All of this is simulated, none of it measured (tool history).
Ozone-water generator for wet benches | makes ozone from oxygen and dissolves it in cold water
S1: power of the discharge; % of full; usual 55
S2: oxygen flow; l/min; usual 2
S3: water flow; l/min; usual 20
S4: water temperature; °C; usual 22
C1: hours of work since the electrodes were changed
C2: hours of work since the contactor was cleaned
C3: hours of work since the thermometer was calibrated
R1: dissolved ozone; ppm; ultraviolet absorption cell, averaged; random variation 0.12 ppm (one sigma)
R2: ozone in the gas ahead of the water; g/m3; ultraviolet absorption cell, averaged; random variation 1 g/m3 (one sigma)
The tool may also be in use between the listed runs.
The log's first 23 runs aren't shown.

Run 24, day 133.358: usual settings but S1 99 % of full, S2 3.57 l/min, S3 27 l/min, S4 21 °C; C1 4638; C2 941; C3 1687. Result: R1 13.8 ppm, R2 199.1 g/m3.
Run 25, day 140.321: usual settings but S1 81 % of full, S2 3.53 l/min, S3 15 l/min, S4 23 °C; C1 4789; C2 1092; C3 1837. Result: R1 19 ppm, R2 168.7 g/m3.
Run 26, day 144.983: usual settings but S1 64 % of full, S2 3.53 l/min, S3 15 l/min, S4 23 °C; C1 4889; C2 1192; C3 1938. Result: R1 15.5 ppm, R2 136.7 g/m3.
At day 146.579: gauge calibrated.
Run 27, day 152.783: usual settings but S1 84 % of full, S4 15 °C; C1 5058; C2 1361; C3 2106. Result: R1 16.7 ppm, R2 247.5 g/m3.
Run 28, day 158.108: usual settings but S1 84 % of full, S4 15 °C; C1 5173; C2 1476; C3 2221. Result: R1 16.9 ppm, R2 247.2 g/m3.
Run 29, day 166.121: usual settings but S1 75 % of full, S2 2.1 l/min, S3 28 l/min, S4 23 °C; C1 5346; C2 1649; C3 2394. Result: R1 10.2 ppm, R2 220.8 g/m3.
Run 30, day 170.95: usual settings but S1 80 % of full, S2 3.02 l/min, S3 17 l/min, S4 28 °C; C1 5450; C2 1753; C3 2498. Result: R1 16.3 ppm, R2 182.5 g/m3.
At day 173.65: water thermometer calibrated.
Run 31, day 177.483: usual settings but S3 27 l/min, S4 16 °C; C1 5591; C2 1894; C3 83. Result: R1 8.3 ppm, R2 172.1 g/m3.

Run 32 comes next. What will it give?
Run 32, day 181.775: usual settings but S1 41 % of full, S3 27 l/min, S4 16 °C; C1 5683; C2 1986; C3 175. Result: R1 ?, R2 ?.

{"run 32": {"R1": 6.5, "R2": 133.1}}
Without the tool's hidden state the same run would have given R1 6.5 ppm, R2 132.3 g/m3.
